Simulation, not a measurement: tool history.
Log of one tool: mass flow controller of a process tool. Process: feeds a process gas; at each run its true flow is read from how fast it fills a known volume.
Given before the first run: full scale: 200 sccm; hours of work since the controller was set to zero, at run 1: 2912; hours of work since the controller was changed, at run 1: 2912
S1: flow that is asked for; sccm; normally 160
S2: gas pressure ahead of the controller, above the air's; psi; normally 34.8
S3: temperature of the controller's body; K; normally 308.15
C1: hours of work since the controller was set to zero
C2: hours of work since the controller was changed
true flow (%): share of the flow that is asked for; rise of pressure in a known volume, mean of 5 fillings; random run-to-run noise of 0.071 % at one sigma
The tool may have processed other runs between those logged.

{"run": 1, "hour": 0.0, "S1": 160, "S2": 34.8, "S3": 308.15, "C1": 2912, "C2": 2912, "true flow (%)": 99.85}
{"run": 2, "hour": 289.3, "S1": 160, "S2": 34.8, "S3": 308.15, "C1": 3049, "C2": 3049, "true flow (%)": 99.79}
{"run": 3, "hour": 462.4, "S1": 160, "S2": 34.8, "S3": 308.15, "C1": 3131, "C2": 3131, "true flow (%)": 99.66}
{"run": 4, "hour": 687.4, "S1": 160, "S2": 34.8, "S3": 308.15, "C1": 3238, "C2": 3238, "true flow (%)": 99.64}
{"run": 5, "hour": 914.9, "S1": 160, "S2": 34.8, "S3": 308.15, "C1": 3345, "C2": 3345, "true flow (%)": 99.49}
{"run": 6, "hour": 1158.9, "S1": 160, "S2": 27.7, "S3": 308.15, "C1": 3461, "C2": 3461, "true flow (%)": 99.02}
{"run": 7, "hour": 1424.1, "S1": 160, "S2": 27.7, "S3": 308.15, "C1": 3586, "C2": 3586, "true flow (%)": 98.99}
{"run": 8, "hour": 1680.1, "S1": 160, "S2": 25.7, "S3": 308.15, "C1": 3708, "C2": 3708, "true flow (%)": 98.83}
{"run": 9, "hour": 1829.1, "S1": 160, "S2": 34.8, "S3": 306.15, "C1": 3778, "C2": 3778, "true flow (%)": 99.2}
{"run": 10, "hour": 1965.7, "S1": 160, "S2": 34.8, "S3": 306.15, "C1": 3843, "C2": 3843, "true flow (%)": 99.12}
{"run": 11, "hour": 2273.8, "S1": 160, "S2": 34.8, "S3": 297.15, "C1": 3989, "C2": 3989, "true flow (%)": 99.39}
{"run": 12, "hour": 2459.0, "S1": 160, "S2": 34.8, "S3": 299.15, "C1": 4076, "C2": 4076, "true flow (%)": 99.1}
{"run": 13, "hour": 2696.4, "S1": 160, "S2": 34.8, "S3": 299.15, "C1": 4189, "C2": 4189, "true flow (%)": 99}
{"run": 14, "hour": 2977.1, "S1": 160, "S2": 34.8, "S3": 299.15, "C1": 4321, "C2": 4321, "true flow (%)": 98.87}
{"run": 15, "hour": 3101.4, "S1": 160, "S2": 34.8, "S3": 299.15, "C1": 4380, "C2": 4380, "true flow (%)": 98.72}
{"run": 16, "hour": 3242.3, "S1": 160, "S2": 34.8, "S3": 299.15, "C1": 4447, "C2": 4447, "true flow (%)": 98.75}
{"run": 17, "hour": 3482.8, "S1": 160, "S2": 35.2, "S3": 308.15, "C1": 4561, "C2": 4561, "true flow (%)": 98.43}
{"run": 18, "hour": 3651.7, "S1": 160, "S2": 35.2, "S3": 308.15, "C1": 4641, "C2": 4641, "true flow (%)": 98.36}
{"run": 19, "hour": 3849.8, "S1": 160, "S2": 34.8, "S3": 308.15, "C1": 4735, "C2": 4735, "true flow (%)": 98.29}
{"run": 20, "hour": 4116.2, "S1": 160, "S2": 34.8, "S3": 308.15, "C1": 4861, "C2": 4861, "true flow (%)": 98.26}
{"run": 21, "hour": 4371.0, "S1": 160, "S2": 34.8, "S3": 308.15, "C1": 4981, "C2": 4981, "true flow (%)": 98.16}
{"run": 22, "hour": 4653.6, "S1": 160, "S2": 36.4, "S3": 308.15, "C1": 5115, "C2": 5115, "true flow (%)": 98.16}
{"run": 23, "hour": 4945.4, "S1": 160, "S2": 36.4, "S3": 308.15, "C1": 5253, "C2": 5253, "true flow (%)": 98.02}
{"run": 24, "hour": 5071.7, "S1": 101, "S2": 34.2, "S3": 308.15, "C1": 5313, "C2": 5313, "true flow (%)": 97.42}
{"run": 25, "hour": 5211.9, "S1": 101, "S2": 34.2, "S3": 308.15, "C1": 5379, "C2": 5379, "true flow (%)": 97.65}
{"run": 26, "hour": 5367.3, "S1": 58, "S2": 29.4, "S3": 306.15, "C1": 5453, "C2": 5453, "true flow (%)": 97.22}
{"run": 27, "hour": 5496.2, "S1": 58, "S2": 29.4, "S3": 306.15, "C1": 5514, "C2": 5514, "true flow (%)": 96.99}
{"run": 28, "hour": 5661.2, "S1": 58, "S2": 29.4, "S3": 306.15, "C1": 5592, "C2": 5592, "true flow (%)": 96.97}
{"hour": 5877.2, "done": "gauge calibrated"}
{"run": 29, "hour": 5880.1, "S1": 58, "S2": 29.4, "S3": 306.15, "C1": 5696, "C2": 5696, "true flow (%)": 99.28}
{"run": 30, "hour": 6079.2, "S1": 58, "S2": 29.4, "S3": 306.15, "C1": 5790, "C2": 5790, "true flow (%)": 99.22}
{"run": 31, "hour": 6250.9, "S1": 58, "S2": 29.4, "S3": 306.15, "C1": 5871, "C2": 5871, "true flow (%)": 99.11}
{"run": 32, "hour": 6445.6, "S1": 115, "S2": 29.4, "S3": 303.15, "C1": 5963, "C2": 5963, "true flow (%)": 99.48}
{"run": 33, "hour": 6701.0, "S1": 83, "S2": 20.7, "S3": 297.15, "C1": 6084, "C2": 6084, "true flow (%)": 98.88}
{"run": 34, "hour": 6972.6, "S1": 83, "S2": 20.7, "S3": 297.15, "C1": 6213, "C2": 6213, "true flow (%)": 98.81}
{"run": 35, "hour": 7191.0, "S1": 67, "S2": 20.7, "S3": 297.15, "C1": 6316, "C2": 6316, "true flow (%)": 98.61}
{"run": 36, "hour": 7488.4, "S1": 160, "S2": 37.4, "S3": 308.15, "C1": 6457, "C2": 6457, "true flow (%)": 99.26}
{"run": 37, "hour": 7637.6, "S1": 160, "S2": 32.2, "S3": 308.15, "C1": 6528, "C2": 6528, "true flow (%)": 99.01}
{"run": 38, "hour": 7814.0, "S1": 182, "S2": 31.9, "S3": 300.15, "C1": 6611, "C2": 6611, "true flow (%)": 99.21}
{"hour": 7954.5, "done": "controller exchanged for a calibrated one"}
{"run": 39, "hour": 8102.7, "S1": 155, "S2": 30, "S3": 301.15, "C1": 70, "C2": 70, "true flow (%)": 98.88}
{"run": 40, "hour": 8251.8, "S1": 31, "S2": 34.8, "S3": 305.15, "C1": 141, "C2": 141, "true flow (%)": 98.54}
{"run": 41, "hour": 8467.6, "S1": 146, "S2": 27.4, "S3": 308.15, "C1": 243, "C2": 243, "true flow (%)": 98.41}
{"run": 42, "hour": 8715.3, "S1": 87, "S2": 27.4, "S3": 304.15, "C1": 360, "C2": 360, "true flow (%)": 98.14}
{"run": 43, "hour": 8864.4, "S1": 87, "S2": 22.9, "S3": 304.15, "C1": 431, "C2": 431, "true flow (%)": 97.92}
{"run": 44, "hour": 9036.1, "S1": 25, "S2": 26.8, "S3": 308.15, "C1": 512, "C2": 512, "true flow (%)": 97.71}
{"run": 45, "hour": 9273.1, "S1": 35, "S2": 40, "S3": 307.15, "C1": 624, "C2": 624, "true flow (%)": 98.37}

Consider 5 possible next runs. They are alternatives, not a sequence: every one starts from the tool as it was left by run 45. What does each give?
{"run": "A", "hour": 9440.5, "S1": 130, "S2": 34.8, "S3": 311.15, "C1": 703, "C2": 703, "true flow (%)": "?"}
{"run": "B", "hour": 9440.5, "S1": 35, "S2": 40, "S3": 307.15, "C1": 703, "C2": 703, "true flow (%)": "?"}
{"run": "C", "hour": 9440.5, "S1": 65, "S2": 39.6, "S3": 305.15, "C1": 703, "C2": 703, "true flow (%)": "?"}
{"run": "D", "hour": 9440.5, "S1": 42, "S2": 39.5, "S3": 308.15, "C1": 703, "C2": 703, "true flow (%)": "?"}
{"run": "E", "hour": 9440.5, "S1": 160, "S2": 33.6, "S3": 298.15, "C1": 703, "C2": 703, "true flow (%)": "?"}

run=A true_flow_(%)=98.3
run=B true_flow_(%)=98.18
run=C true_flow_(%)=98.42
run=D true_flow_(%)=98.24
run=E true_flow_(%)=98.69
The same runs, with their run-to-run variation unchanged, on a tool lacking any hidden condition would have given:
run=A true_flow_(%)=99.73
run=B true_flow_(%)=99.6
run=C true_flow_(%)=99.85
run=D true_flow_(%)=99.67
run=E true_flow_(%)=100.12
